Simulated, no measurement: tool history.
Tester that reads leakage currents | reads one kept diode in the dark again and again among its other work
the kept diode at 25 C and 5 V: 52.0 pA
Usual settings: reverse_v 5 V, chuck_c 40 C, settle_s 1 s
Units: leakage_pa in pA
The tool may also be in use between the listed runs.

run   hour  reverse_v  chuck_c  settle_s  leakage_pa
  1      0          5       40         1      171.06
  2   48.8          5       40         1      169.86
  3  120.4          5       40         1      169.76
  4  167.2          5       40         1      169.59
  5  209.3          5       40         1      169.51
  6  278.5          5       28         1       60.21
     312.1  -- tester calibrated
  7  351.8          5       28         1       60.23
  8    398          5       40         1      167.84
  9  452.1          5       40         1       168.3
 10  509.7       5.89       41         1      197.12
 11  550.8          5       36      3.89      119.25
 12  644.3       3.21       32      1.28       67.51
 13  685.3       3.21       32      1.28          67
 14    748       2.22       38      3.63       93.03
 15  792.8       2.15       40      1.06      108.32
 16  867.3       1.03       20      0.44       13.03

Run 17, settings as shown, results not yet in. Your forecast:
 17   914       7.24       40      2.73           ?

leakage_pa: 197.19 pA
Had the tool carried no hidden state, the very same run would have given leakage_pa 234.29 pA.
